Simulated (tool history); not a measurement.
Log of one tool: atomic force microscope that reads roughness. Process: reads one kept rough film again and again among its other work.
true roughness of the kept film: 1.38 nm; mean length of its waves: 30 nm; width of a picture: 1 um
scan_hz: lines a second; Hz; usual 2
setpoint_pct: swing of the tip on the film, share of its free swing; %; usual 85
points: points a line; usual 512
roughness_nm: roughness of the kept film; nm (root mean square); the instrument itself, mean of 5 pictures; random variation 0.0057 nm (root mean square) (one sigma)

run	hour	scan_hz	setpoint_pct	points	roughness_nm
1	0	2	85	512	1.019
2	32.1	2	85	286	1.005
3	52.5	2	85	512	1.001
4	77.6	2	60	512	1.213
5	109.6	0.5	60	512	1.255
6	130.3	2	85	623	0.987
7	162.3	2	83	512	1.038
8	185.5	2	83	512	1.024
9	208.2	2	83	512	1.012
10	232.1	2	83	588	1.021
11	257.3	2	83	588	1.014
12	282.8	3.48	85	512	0.843
13	306.3	2	85	512	1.018
14	338.7	2	85	512	1.006
15	356.3	2	85	512	1.004
16	375	2	85	512	1.006
17	407.4	2	85	512	1
18	423.7	2	85	512	0.988
19	439.7	2	60	917	1.182
20	453.6	1.4	83	680	1.074
21	485.5	0.67	83	946	1.201
22	504.1	0.67	83	946	1.185
23	532.5	2.43	83	468	0.972
24	560	0.82	78	302	1.171
25	589.9	0.82	78	302	1.161
26	609.1	0.82	78	302	1.209
27	640.6	0.82	78	302	1.2
28	655.1	3.59	56	691	1.195
29	669.6	1.33	64	670	1.225
30	693.5	3.91	67	388	1.061
31	707.4	0.56	67	568	1.26
32	737.2	0.56	67	568	1.243
33	752.9	1.36	67	737	1.186
34	774.8	1.36	67	737	1.24
35	806.5	2	85	360	0.987

Taken out of this log: 5 entries between the listed runs. Where each belongs, and how the hidden state differs across it:
Between runs 6 and 7: new tip fitted (hour 152.1)
  radius of the tip, nm: 11.5 -> 5.9; height scale over the true one, %: -0.41 -> -0.43
  measured less the result without the state, roughness_nm: -0.043 -> -0.011 nm (root mean square)
Between runs 12 and 13: new tip fitted (hour 305.3)
  radius of the tip, nm: 11.8 -> 5.6; height scale over the true one, %: -0.5 -> -0.51
  measured less the result without the state, roughness_nm: -0.039 -> -0.009 nm (root mean square)
Between runs 20 and 21: new tip fitted (hour 456.8)
  radius of the tip, nm: 12.9 -> 6.8; height scale over the true one, %: -0.6 -> -0.62
  measured less the result without the state, roughness_nm: -0.057 -> -0.02 nm (root mean square)
Between runs 25 and 26: new tip fitted (hour 609.1)
  radius of the tip, nm: 11.8 -> 5; height scale over the true one, %: -0.68 -> -0.69
  measured less the result without the state, roughness_nm: -0.054 -> -0.008 nm (root mean square)
Between runs 33 and 34: new tip fitted (hour 763)
  radius of the tip, nm: 12.2 -> 5.6; height scale over the true one, %: -0.78 -> -0.79
  measured less the result without the state, roughness_nm: -0.06 -> -0.014 nm (root mean square)

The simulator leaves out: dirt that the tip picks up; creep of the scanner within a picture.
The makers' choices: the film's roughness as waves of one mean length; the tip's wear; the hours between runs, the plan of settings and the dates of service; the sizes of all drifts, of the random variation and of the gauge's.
